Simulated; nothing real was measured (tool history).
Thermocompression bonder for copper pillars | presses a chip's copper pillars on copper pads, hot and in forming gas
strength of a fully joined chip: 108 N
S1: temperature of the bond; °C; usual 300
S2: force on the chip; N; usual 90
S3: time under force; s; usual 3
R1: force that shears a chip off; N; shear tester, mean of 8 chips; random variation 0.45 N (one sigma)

run 1 hour=0 | S1=300 S2=90 S3=3 | R1=48.6
run 2 hour=11.4 | S1=300 S2=75 S3=3 | R1=40.8
run 3 hour=18.3 | S1=300 S2=75 S3=3 | R1=40.3
run 4 hour=26 | S1=300 S2=75 S3=3 | R1=41.6
run 5 hour=37.1 | S1=300 S2=90 S3=5 | R1=57.6
run 6 hour=48.8 | S1=300 S2=90 S3=5 | R1=55.6
run 7 hour=54.3 | S1=300 S2=90 S3=5 | R1=56.9
-- hour=60.6 forming gas filter changed
run 8 hour=66 | S1=300 S2=90 S3=6 | R1=64.2
run 9 hour=74.4 | S1=300 S2=90 S3=3 | R1=51.4
run 10 hour=80.5 | S1=300 S2=90 S3=3 | R1=50.7
run 11 hour=85.3 | S1=298 S2=90 S3=3 | R1=49.2
-- hour=87.7 force cell calibrated
run 12 hour=93 | S1=300 S2=133 S3=2 | R1=59.8

Forecast run 13:
run 13 hour=103.7 | S1=316 S2=90 S3=3 | R1=?

Run 13 gave R1 58.6 N.
Without the tool's hidden state the same run would have given R1 61.1 N.
